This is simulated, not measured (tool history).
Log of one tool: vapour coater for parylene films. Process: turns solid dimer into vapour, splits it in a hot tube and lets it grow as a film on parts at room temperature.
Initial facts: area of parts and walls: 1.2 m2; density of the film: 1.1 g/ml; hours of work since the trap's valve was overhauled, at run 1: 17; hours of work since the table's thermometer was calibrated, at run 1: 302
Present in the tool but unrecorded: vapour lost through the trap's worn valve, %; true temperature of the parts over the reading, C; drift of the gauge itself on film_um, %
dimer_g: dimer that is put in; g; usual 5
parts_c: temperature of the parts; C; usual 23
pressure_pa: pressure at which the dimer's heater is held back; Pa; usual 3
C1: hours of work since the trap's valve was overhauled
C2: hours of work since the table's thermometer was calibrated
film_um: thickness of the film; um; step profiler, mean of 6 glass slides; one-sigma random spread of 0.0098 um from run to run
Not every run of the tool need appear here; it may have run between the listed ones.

Run 1, hour 0: usual settings; C1 17; C2 302. Result: film_um 2.253 um.
Run 2, hour 41.6: usual settings; C1 36; C2 321. Result: film_um 2.244 um.
Run 3, hour 82.6: usual settings but dimer_g 3 g; C1 55; C2 340. Result: film_um 1.351 um.
Run 4, hour 129.1: usual settings but dimer_g 3 g; C1 76; C2 362. Result: film_um 1.365 um.
Run 5, hour 175.7: usual settings but dimer_g 3 g; C1 98; C2 383. Result: film_um 1.356 um.
Run 6, hour 249.4: usual settings but dimer_g 3 g; C1 132; C2 417. Result: film_um 1.358 um.
Run 7, hour 302: usual settings but parts_c 27 C; C1 156; C2 441. Result: film_um 1.951 um.
Run 8, hour 333.1: usual settings but pressure_pa 2.83 Pa; C1 171; C2 456. Result: film_um 2.291 um.
Run 9, hour 375.8: usual settings but pressure_pa 2.83 Pa; C1 190; C2 476. Result: film_um 2.285 um.
Run 10, hour 430.6: usual settings but pressure_pa 2.83 Pa; C1 216; C2 501. Result: film_um 2.287 um.
Run 11, hour 468.5: usual settings but pressure_pa 2.83 Pa; C1 233; C2 518. Result: film_um 2.287 um.
Run 12, hour 508.3: usual settings but pressure_pa 2.83 Pa; C1 252; C2 537. Result: film_um 2.308 um.
Run 13, hour 541.3: usual settings but pressure_pa 2.83 Pa; C1 267; C2 552. Result: film_um 2.306 um.
Run 14, hour 591.9: usual settings but pressure_pa 2.83 Pa; C1 290; C2 576. Result: film_um 2.289 um.
Run 15, hour 627.3: usual settings but dimer_g 6 g, parts_c 30 C; C1 307; C2 592. Result: film_um 2.118 um.
Run 16, hour 668.1: usual settings but dimer_g 2 g, parts_c 17 C, pressure_pa 3.87 Pa; C1 326; C2 611. Result: film_um 1.068 um.
Run 17, hour 714.5: usual settings but dimer_g 2 g, parts_c 17 C, pressure_pa 3.87 Pa; C1 347; C2 632. Result: film_um 1.057 um.
Run 18, hour 753.6: usual settings but parts_c 25 C, pressure_pa 4.28 Pa; C1 365; C2 650. Result: film_um 1.951 um.
Run 19, hour 785.2: usual settings but dimer_g 2 g, parts_c 30 C, pressure_pa 7.88 Pa; C1 380; C2 665. Result: film_um 0.547 um.
Run 20, hour 830: usual settings but parts_c 35 C, pressure_pa 9.05 Pa; C1 400; C2 686. Result: film_um 1.145 um.
Run 21, hour 890.2: usual settings but pressure_pa 5.17 Pa; C1 428; C2 713. Result: film_um 2.012 um.
Run 22, hour 943.2: usual settings but parts_c 22 C; C1 453; C2 738. Result: film_um 2.364 um.
Run 23, hour 1007.6: usual settings but dimer_g 3 g, pressure_pa 3.27 Pa; C1 482; C2 768. Result: film_um 1.336 um.
Run 24, hour 1068.1: usual settings but dimer_g 8 g, parts_c 22 C, pressure_pa 2.7 Pa; C1 510; C2 796. Result: film_um 3.903 um.
Run 25, hour 1142: usual settings but dimer_g 8 g, parts_c 22 C, pressure_pa 2.7 Pa; C1 545; C2 830. Result: film_um 3.886 um.

Below are 5 alternative next runs, each starting from the tool's condition after run 25. Predict each:
Run A, hour 1196.6: usual settings but dimer_g 4 g, parts_c 20 C, pressure_pa 5.38 Pa; C1 570; C2 855. Result: film_um ?.
Run B, hour 1196.6: usual settings but parts_c 22 C, pressure_pa 5.13 Pa; C1 570; C2 855. Result: film_um ?.
Run C, hour 1196.6: usual settings but dimer_g 8 g, parts_c 22 C, pressure_pa 2.34 Pa; C1 570; C2 855. Result: film_um ?.
Run D, hour 1196.6: usual settings but dimer_g 6 g, parts_c 34 C, pressure_pa 6.71 Pa; C1 570; C2 855. Result: film_um ?.
Run E, hour 1196.6: usual settings but dimer_g 7 g, parts_c 30 C, pressure_pa 2.87 Pa; C1 570; C2 855. Result: film_um ?.

run  film_um
  A    1.778
  B    2.085
  C    4.007
  D    1.536
  E    2.536
With the hidden condition removed and each run's random variation left untouched, the same runs would have given:
run  film_um
  A    1.743
  B    2.043
  C    3.927
  D    1.505
  E    2.485

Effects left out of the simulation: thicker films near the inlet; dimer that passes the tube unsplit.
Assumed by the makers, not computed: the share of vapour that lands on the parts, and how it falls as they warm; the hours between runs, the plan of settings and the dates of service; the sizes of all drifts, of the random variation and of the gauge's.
